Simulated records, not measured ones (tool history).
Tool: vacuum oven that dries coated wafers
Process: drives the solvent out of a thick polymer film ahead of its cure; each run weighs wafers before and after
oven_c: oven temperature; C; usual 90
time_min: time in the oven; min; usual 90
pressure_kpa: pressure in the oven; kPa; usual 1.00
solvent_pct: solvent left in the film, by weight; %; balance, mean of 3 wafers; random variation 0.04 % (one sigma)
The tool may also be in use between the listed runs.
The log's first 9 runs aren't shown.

run,day,oven_c,time_min,pressure_kpa,solvent_pct
10,3.471,90,90,1.00,5.02
11,3.962,90,90,1.00,4.98
12,4.175,90,83,1.00,5.53
13,4.458,90,83,1.00,5.38
14,4.904,99,90,1.00,2.61
15,5.308,99,90,1.00,2.62
16,5.638,91,90,1.00,4.70
17,5.946,90,90,1.00,4.93
18,6.250,90,90,1.00,4.99
19,6.621,90,90,1.18,5.11
20,7.117,90,95,0.57,4.43
21,7.542,90,95,0.57,4.38
22,8.050,90,95,0.57,4.42
23,8.258,90,52,1.00,8.49
24,8.688,101,114,2.21,1.86
25,8.992,90,64,1.72,7.45
26,9.512,90,64,1.72,7.48
27,9.721,90,64,1.72,7.38
28,9.938,90,90,0.50,4.74
29,10.246,90,90,0.50,4.75
30,10.529,90,105,3.63,5.44
31,10.892,90,105,3.63,5.44
32,11.342,90,105,3.63,5.44
33,11.771,103,144,1.00,0.72

Forecast each of these 3 alternatives for the next run:
A,11.992,78,155,0.55,?
B,11.992,96,90,1.93,?
C,11.992,76,107,1.00,?

run,solvent_pct
A,5.20
B,3.68
C,8.55
Without the tool's hidden state the same runs would have given:
run,solvent_pct
A,5.20
B,3.68
C,8.55

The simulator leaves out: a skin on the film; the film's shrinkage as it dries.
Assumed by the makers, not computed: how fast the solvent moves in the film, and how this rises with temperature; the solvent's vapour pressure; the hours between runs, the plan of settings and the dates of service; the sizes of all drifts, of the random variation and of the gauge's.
